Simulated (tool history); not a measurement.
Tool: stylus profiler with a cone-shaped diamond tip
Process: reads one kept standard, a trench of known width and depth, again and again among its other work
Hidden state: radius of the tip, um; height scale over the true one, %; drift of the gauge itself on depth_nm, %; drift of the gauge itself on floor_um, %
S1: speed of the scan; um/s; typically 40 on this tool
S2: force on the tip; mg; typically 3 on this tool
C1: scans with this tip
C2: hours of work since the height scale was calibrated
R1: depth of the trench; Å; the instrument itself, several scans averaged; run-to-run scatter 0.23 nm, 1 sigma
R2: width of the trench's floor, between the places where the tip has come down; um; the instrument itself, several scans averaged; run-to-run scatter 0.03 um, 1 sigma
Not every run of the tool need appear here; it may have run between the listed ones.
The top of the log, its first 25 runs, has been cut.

run	hour	S1	S2	C1	C2	R1	R2
26	533.1	142	2.1	2946	251	10112.2	15.84
27	548.6	142	2.1	3055	261	10107.1	15.83
28	563.5	13	6.01	3160	269	10218.2	16.47
29	581.2	67	3.57	3285	280	10158.5	16.31
30	598.4	45	1.52	3406	290	10082.7	16.23
31	624.4	31	2.64	3590	306	10127.2	16.38
32	642.7	31	2.64	3719	317	10125.3	16.39
33	660.9	31	2.64	3847	328	10123.1	16.38
34	682.5	74	1.56	3999	341	10089.1	16.11

Here are 4 independent what-if runs from the current tool condition. What would each one return?
A	710.8	25	7.36	4198	358	?	?
B	710.8	18	4.3	4198	358	?	?
C	710.8	15	1.29	4198	358	?	?
D	710.8	36	5.54	4198	358	?	?

run	R1	R2
A	10251	16.42
B	10180.6	16.43
C	10079.8	16.44
D	10211.1	16.41
What these runs would have given with no unlogged condition in the tool:
run	R1	R2
A	10250.9	16.43
B	10180.4	16.44
C	10079.6	16.44
D	10210.9	16.41

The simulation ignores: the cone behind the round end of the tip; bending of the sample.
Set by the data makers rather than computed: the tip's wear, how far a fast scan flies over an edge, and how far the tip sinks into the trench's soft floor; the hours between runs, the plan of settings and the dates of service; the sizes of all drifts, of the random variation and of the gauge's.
